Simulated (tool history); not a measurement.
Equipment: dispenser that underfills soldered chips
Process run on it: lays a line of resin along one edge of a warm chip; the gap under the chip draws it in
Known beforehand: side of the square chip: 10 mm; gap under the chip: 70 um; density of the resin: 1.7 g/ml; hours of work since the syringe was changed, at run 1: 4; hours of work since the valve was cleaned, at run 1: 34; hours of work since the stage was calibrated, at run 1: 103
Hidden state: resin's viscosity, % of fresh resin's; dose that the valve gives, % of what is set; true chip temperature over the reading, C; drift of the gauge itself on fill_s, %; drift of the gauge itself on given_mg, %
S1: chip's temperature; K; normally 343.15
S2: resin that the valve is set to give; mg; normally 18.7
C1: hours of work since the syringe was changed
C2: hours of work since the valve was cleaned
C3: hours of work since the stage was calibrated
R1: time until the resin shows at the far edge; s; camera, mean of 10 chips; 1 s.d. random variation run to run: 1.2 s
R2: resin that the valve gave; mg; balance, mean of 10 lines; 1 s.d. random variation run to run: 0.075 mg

run	day	S1	S2	C1	C2	C3	R1	R2
1	0.000	343.15	18.7	4	34	103	167.8	18.04
2	0.171	343.15	18.7	6	37	106	204.5	18.08
3	0.329	348.15	18.7	8	39	108	189.9	17.99
# day 0.429: new syringe of resin
4	0.512	348.15	18.7	1	42	111	101.1	17.92
5	0.612	356.15	18.7	3	43	112	75.9	17.85
6	0.846	343.15	18.1	6	47	116	204.8	17.10
# day 1.092: new syringe of resin
7	1.096	335.15	18.7	0	50	119	185.0	17.68
8	1.338	335.15	18.7	4	54	123	249.6	17.69
9	1.521	335.15	18.7	6	57	126	319.1	17.61
# day 1.750: new syringe of resin
10	1.750	335.15	18.7	0	60	129	187.1	17.66
11	1.938	335.15	18.7	3	62	131	241.0	17.46
12	2.142	335.15	18.7	6	66	135	315.8	17.54
13	2.308	335.15	18.7	8	68	137	378.3	17.32
# day 2.417: new syringe of resin
# day 2.475: dispensing valve cleaned and set on the balance
14	2.479	335.15	18.7	0	0	139	190.6	18.87
15	2.679	335.15	18.7	3	3	142	239.9	18.72
16	2.842	338.15	18.7	6	5	144	256.1	18.55
17	3.050	338.15	18.7	9	8	147	331.0	18.45
# day 3.112: new syringe of resin
18	3.296	343.15	18.7	3	12	151	147.0	18.57
19	3.396	343.15	21.6	4	13	152	169.8	21.20
20	3.525	343.15	21.6	6	15	154	196.8	21.25
21	3.642	343.15	21.6	8	17	156	228.8	21.23
# day 3.775: new syringe of resin
22	3.829	343.15	21.6	1	20	158	127.7	21.19
23	3.954	358.15	20.0	3	21	160	68.5	19.63
24	4.133	337.15	17.4	5	24	163	270.2	17.04
25	4.254	351.15	22.3	7	26	165	144.0	21.70
# day 4.433: new syringe of resin
26	4.475	334.15	15.9	1	29	168	216.0	15.47
27	4.675	334.15	15.9	4	32	171	271.3	15.37
28	4.808	334.15	15.9	6	34	173	320.9	15.31
29	5.008	331.15	17.3	9	37	176	484.3	16.65
# day 5.096: new syringe of resin
30	5.246	336.15	17.2	2	40	179	207.0	16.43
31	5.358	343.15	16.7	4	42	181	171.1	15.96
32	5.550	329.15	20.2	7	45	183	462.3	19.22
33	5.708	329.15	20.2	9	47	186	560.6	19.37
# day 5.762: new syringe of resin
34	5.858	328.15	16.2	1	49	188	318.8	15.41
35	6.062	343.15	21.0	4	52	191	171.8	19.96
36	6.171	343.15	21.0	6	54	192	194.8	19.86

Measured less the same run without the tool's hidden state. The same run-to-run variation is in both; the gauge's scatter may not be:
run	R1	R2
1	+45.5	-0.66
2	+84.8	-0.71
3	+99.5	-0.75
4	+9.8	-0.80
5	+15.8	-0.83
6	+85.0	-0.87
7	-0.4	-0.96
8	+66.0	-1.03
9	+133.8	-1.07
10	+1.0	-1.14
11	+53.1	-1.18
12	+126.7	-1.25
13	+195.0	-1.28
14	+2.0	-0.01
15	+57.0	-0.07
16	+97.8	-0.11
17	+174.0	-0.17
18	+28.2	-0.24
19	+49.3	-0.30
20	+77.9	-0.34
21	+110.1	-0.38
22	+8.6	-0.43
23	+14.0	-0.43
24	+100.0	-0.42
25	+65.9	-0.58
26	+8.0	-0.46
27	+69.3	-0.52
28	+119.5	-0.54
29	+248.9	-0.64
30	+36.5	-0.70
31	+48.9	-0.71
32	+202.0	-0.91
33	+303.4	-0.97
34	+34.2	-0.80
35	+53.2	-1.11
36	+77.6	-1.15

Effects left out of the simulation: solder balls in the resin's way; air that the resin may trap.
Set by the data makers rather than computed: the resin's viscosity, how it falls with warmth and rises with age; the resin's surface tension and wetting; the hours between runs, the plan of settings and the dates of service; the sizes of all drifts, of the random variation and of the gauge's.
